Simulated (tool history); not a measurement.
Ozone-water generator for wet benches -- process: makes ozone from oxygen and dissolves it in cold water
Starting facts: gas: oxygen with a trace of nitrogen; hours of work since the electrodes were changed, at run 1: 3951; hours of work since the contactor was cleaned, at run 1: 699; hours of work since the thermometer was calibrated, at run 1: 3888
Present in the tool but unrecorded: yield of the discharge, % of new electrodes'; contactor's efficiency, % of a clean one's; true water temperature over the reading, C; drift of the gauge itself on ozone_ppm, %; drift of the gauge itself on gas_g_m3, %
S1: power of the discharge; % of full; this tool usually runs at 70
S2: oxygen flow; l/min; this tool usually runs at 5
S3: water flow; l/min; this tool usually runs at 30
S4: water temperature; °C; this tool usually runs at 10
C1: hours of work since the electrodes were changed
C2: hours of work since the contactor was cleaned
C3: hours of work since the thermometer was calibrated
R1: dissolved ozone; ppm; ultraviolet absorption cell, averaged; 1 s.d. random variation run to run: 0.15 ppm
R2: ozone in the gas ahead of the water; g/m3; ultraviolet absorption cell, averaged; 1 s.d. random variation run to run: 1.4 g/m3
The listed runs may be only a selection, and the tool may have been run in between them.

run	hour	S1	S2	S3	S4	C1	C2	C3	R1	R2
1	0	70	5	30	10	3951	699	3888	18.8	252.2
2	165.5	70	5	30	10	4064	812	4001	18.9	253.1
3	378.3	70	5	30	10	4210	958	4146	19.2	254.1
4	543	70	5	30	10	4322	1070	4259	19	251.4
5	762.2	70	5	31	10	4472	1220	4409	18.3	256.2
6	962.5	70	5	31	10	4609	1357	4546	18.3	256.1
7	1141.7	70	5.33	30	9	4732	1480	4669	19.6	245.1
8	1279.8	42	3.08	30	9	4826	1574	4763	10.7	209.4
9	1453.2	51	5.77	30	9	4945	1693	4882	15.5	183.7
10	1642.3	51	5.77	30	9	5074	1822	5011	15.4	183.6

Run 11 is up next; what results do you expect?
11	1841.8	50	5.33	30	10	5210	1959	5147	?	?

R1: 14.4 ppm
R2: 189.3 g/m3
With no hidden state in the tool, this same run would have given R1 14.4 ppm, R2 187.9 g/m3.

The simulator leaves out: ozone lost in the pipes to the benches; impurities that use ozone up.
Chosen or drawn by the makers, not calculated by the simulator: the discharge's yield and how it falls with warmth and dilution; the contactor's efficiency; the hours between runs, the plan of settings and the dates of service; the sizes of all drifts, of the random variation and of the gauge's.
